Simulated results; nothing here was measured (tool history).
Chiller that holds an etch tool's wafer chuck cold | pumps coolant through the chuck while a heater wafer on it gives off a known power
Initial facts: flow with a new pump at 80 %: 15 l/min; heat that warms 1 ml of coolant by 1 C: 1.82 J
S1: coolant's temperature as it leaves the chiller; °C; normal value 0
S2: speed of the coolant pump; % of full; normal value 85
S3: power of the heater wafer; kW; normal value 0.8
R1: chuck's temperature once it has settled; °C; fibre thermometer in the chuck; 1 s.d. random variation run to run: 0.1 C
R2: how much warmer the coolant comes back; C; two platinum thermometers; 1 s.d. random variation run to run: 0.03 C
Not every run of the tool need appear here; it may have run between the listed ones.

run 1 hour=0 | S1=0 S2=85 S3=0.8 | R1=5.7 R2=1.76
run 2 hour=34.9 | S1=0 S2=72 S3=0.8 | R1=6.2 R2=2.09
run 3 hour=84.1 | S1=0 S2=72 S3=0.8 | R1=6.2 R2=2.01
run 4 hour=132.8 | S1=0 S2=72 S3=0.515 | R1=4.2 R2=1.3
run 5 hour=177 | S1=0 S2=95 S3=0.8 | R1=5.2 R2=1.54
run 6 hour=199.5 | S1=0 S2=95 S3=0.8 | R1=5.3 R2=1.58
run 7 hour=229.1 | S1=0 S2=85 S3=0.539 | R1=3.9 R2=1.19
run 8 hour=282.8 | S1=0 S2=85 S3=0.8 | R1=5.7 R2=1.71
run 9 hour=312.8 | S1=0 S2=78 S3=0.8 | R1=5.8 R2=1.88
run 10 hour=352.3 | S1=0 S2=78 S3=0.8 | R1=6.2 R2=1.84
run 11 hour=405.8 | S1=0 S2=85 S3=0.692 | R1=4.9 R2=1.49
run 12 hour=434.8 | S1=0 S2=85 S3=0.692 | R1=5 R2=1.52
run 13 hour=466.8 | S1=4 S2=61 S3=0.729 | R1=10.4 R2=2.22
run 14 hour=494.8 | S1=-8 S2=74 S3=0.8 | R1=-1.9 R2=2.08

The next listed run, before its measurement:
run 15 hour=528.1 | S1=-8 S2=74 S3=0.8 | R1=? R2=?

R1: -1.9 °C
R2: 2.03 C
Without the tool's hidden state the same run would have given R1 -3 °C, R2 1.93 C.
